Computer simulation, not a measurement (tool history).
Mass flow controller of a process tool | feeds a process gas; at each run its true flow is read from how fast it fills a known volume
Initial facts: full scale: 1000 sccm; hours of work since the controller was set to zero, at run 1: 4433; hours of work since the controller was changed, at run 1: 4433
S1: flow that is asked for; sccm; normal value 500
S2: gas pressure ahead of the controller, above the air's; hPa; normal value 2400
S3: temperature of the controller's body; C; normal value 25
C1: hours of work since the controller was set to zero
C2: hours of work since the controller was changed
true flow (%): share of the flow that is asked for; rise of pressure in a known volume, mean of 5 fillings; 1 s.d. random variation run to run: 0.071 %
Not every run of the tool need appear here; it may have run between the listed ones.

run 1 day=0 | S1=500 S2=2400 S3=25 | C1=4433 C2=4433 | true_flow_(%)=99.76
run 2 day=6.521 | S1=500 S2=2400 S3=25 | C1=4517 C2=4517 | true_flow_(%)=99.9
run 3 day=15.625 | S1=500 S2=2400 S3=25 | C1=4634 C2=4634 | true_flow_(%)=99.95
run 4 day=20.008 | S1=500 S2=2400 S3=25 | C1=4691 C2=4691 | true_flow_(%)=100.15
run 5 day=24.312 | S1=500 S2=2400 S3=22 | C1=4746 C2=4746 | true_flow_(%)=100.34
run 6 day=33.358 | S1=500 S2=2400 S3=38 | C1=4863 C2=4863 | true_flow_(%)=99.47
run 7 day=38.608 | S1=500 S2=2400 S3=33 | C1=4930 C2=4930 | true_flow_(%)=99.66
run 8 day=46.558 | S1=500 S2=2400 S3=33 | C1=5033 C2=5033 | true_flow_(%)=100
run 9 day=54.312 | S1=500 S2=2400 S3=25 | C1=5133 C2=5133 | true_flow_(%)=100.67
run 10 day=58.546 | S1=500 S2=2490 S3=25 | C1=5187 C2=5187 | true_flow_(%)=100.79
run 11 day=66.054 | S1=500 S2=2490 S3=35 | C1=5284 C2=5284 | true_flow_(%)=100.09
run 12 day=72.758 | S1=500 S2=2400 S3=25 | C1=5371 C2=5371 | true_flow_(%)=100.92
-- day=76.525 controller's zero set anew
run 13 day=79.671 | S1=751 S2=2400 S3=25 | C1=41 C2=5459 | true_flow_(%)=101.37
run 14 day=89.238 | S1=751 S2=2400 S3=25 | C1=164 C2=5583 | true_flow_(%)=101.64
run 15 day=94.254 | S1=751 S2=2400 S3=25 | C1=229 C2=5647 | true_flow_(%)=101.59
-- day=96.038 gauge calibrated
run 16 day=100.521 | S1=751 S2=2400 S3=25 | C1=309 C2=5728 | true_flow_(%)=100.12
run 17 day=109.6 | S1=751 S2=2400 S3=25 | C1=426 C2=5845 | true_flow_(%)=100.25
run 18 day=115.158 | S1=751 S2=2400 S3=25 | C1=498 C2=5917 | true_flow_(%)=100.15
run 19 day=120.208 | S1=500 S2=2400 S3=28 | C1=563 C2=5982 | true_flow_(%)=99.89
run 20 day=127.333 | S1=106 S2=2400 S3=25 | C1=655 C2=6074 | true_flow_(%)=99.85
run 21 day=132.8 | S1=106 S2=2400 S3=25 | C1=725 C2=6144 | true_flow_(%)=100.01
run 22 day=141.996 | S1=736 S2=2400 S3=25 | C1=844 C2=6263 | true_flow_(%)=100.71
run 23 day=151.342 | S1=500 S2=1530 S3=25 | C1=964 C2=6383 | true_flow_(%)=100.09
run 24 day=157.733 | S1=500 S2=1530 S3=25 | C1=1047 C2=6466 | true_flow_(%)=100.12
run 25 day=167.196 | S1=500 S2=1530 S3=25 | C1=1169 C2=6588 | true_flow_(%)=100.4
run 26 day=175.458 | S1=106 S2=2400 S3=34 | C1=1275 C2=6694 | true_flow_(%)=100.03
run 27 day=183.058 | S1=106 S2=2400 S3=34 | C1=1373 C2=6792 | true_flow_(%)=100.18
run 28 day=189.325 | S1=338 S2=2250 S3=27 | C1=1454 C2=6873 | true_flow_(%)=101
run 29 day=197.079 | S1=372 S2=2030 S3=29 | C1=1554 C2=6973 | true_flow_(%)=100.78
run 30 day=202.733 | S1=372 S2=2030 S3=29 | C1=1627 C2=7046 | true_flow_(%)=100.94
run 31 day=208.054 | S1=347 S2=1720 S3=20 | C1=1696 C2=7115 | true_flow_(%)=101.35
run 32 day=215.062 | S1=953 S2=2470 S3=25 | C1=1786 C2=7205 | true_flow_(%)=102.38
run 33 day=225.096 | S1=276 S2=2000 S3=36 | C1=1915 C2=7334 | true_flow_(%)=100.66
run 34 day=230.542 | S1=818 S2=2000 S3=31 | C1=1986 C2=7404 | true_flow_(%)=101.67
run 35 day=238.083 | S1=146 S2=2000 S3=25 | C1=2083 C2=7502 | true_flow_(%)=101.42
run 36 day=248.221 | S1=146 S2=2000 S3=25 | C1=2213 C2=7632 | true_flow_(%)=101.65
run 37 day=255.825 | S1=146 S2=2000 S3=25 | C1=2311 C2=7730 | true_flow_(%)=101.81
run 38 day=265.075 | S1=146 S2=2000 S3=25 | C1=2431 C2=7850 | true_flow_(%)=101.93
run 39 day=274.112 | S1=301 S2=2400 S3=27 | C1=2547 C2=7966 | true_flow_(%)=102.38
run 40 day=282.721 | S1=500 S2=2400 S3=25 | C1=2658 C2=8077 | true_flow_(%)=102.91
run 41 day=289.817 | S1=107 S2=1590 S3=38 | C1=2750 C2=8169 | true_flow_(%)=101.13
run 42 day=295.1 | S1=107 S2=1590 S3=38 | C1=2818 C2=8237 | true_flow_(%)=101.37
run 43 day=301.7 | S1=104 S2=2400 S3=34 | C1=2903 C2=8322 | true_flow_(%)=102.14
run 44 day=311.233 | S1=811 S2=2580 S3=24 | C1=3026 C2=8445 | true_flow_(%)=104.05
run 45 day=316.904 | S1=979 S2=2580 S3=32 | C1=3099 C2=8518 | true_flow_(%)=103.79
run 46 day=323.833 | S1=968 S2=2230 S3=29 | C1=3188 C2=8607 | true_flow_(%)=103.77
run 47 day=331.054 | S1=655 S2=2350 S3=28 | C1=3281 C2=8700 | true_flow_(%)=103.82
-- day=338.729 gauge calibrated
run 48 day=340.271 | S1=142 S2=2200 S3=38 | C1=3400 C2=8819 | true_flow_(%)=98.25

Forecast each of these 3 alternatives for the next run:
run A day=345.804 | S1=142 S2=1480 S3=30 | C1=3471 C2=8890 | true_flow_(%)=?
run B day=345.804 | S1=156 S2=2200 S3=25 | C1=3471 C2=8890 | true_flow_(%)=?
run C day=345.804 | S1=500 S2=2220 S3=25 | C1=3471 C2=8890 | true_flow_(%)=?

run=A true_flow_(%)=98.41
run=B true_flow_(%)=99.32
run=C true_flow_(%)=99.61
What these runs would have given with no unlogged condition in the tool:
run=A true_flow_(%)=98.32
run=B true_flow_(%)=99.22
run=C true_flow_(%)=99.5
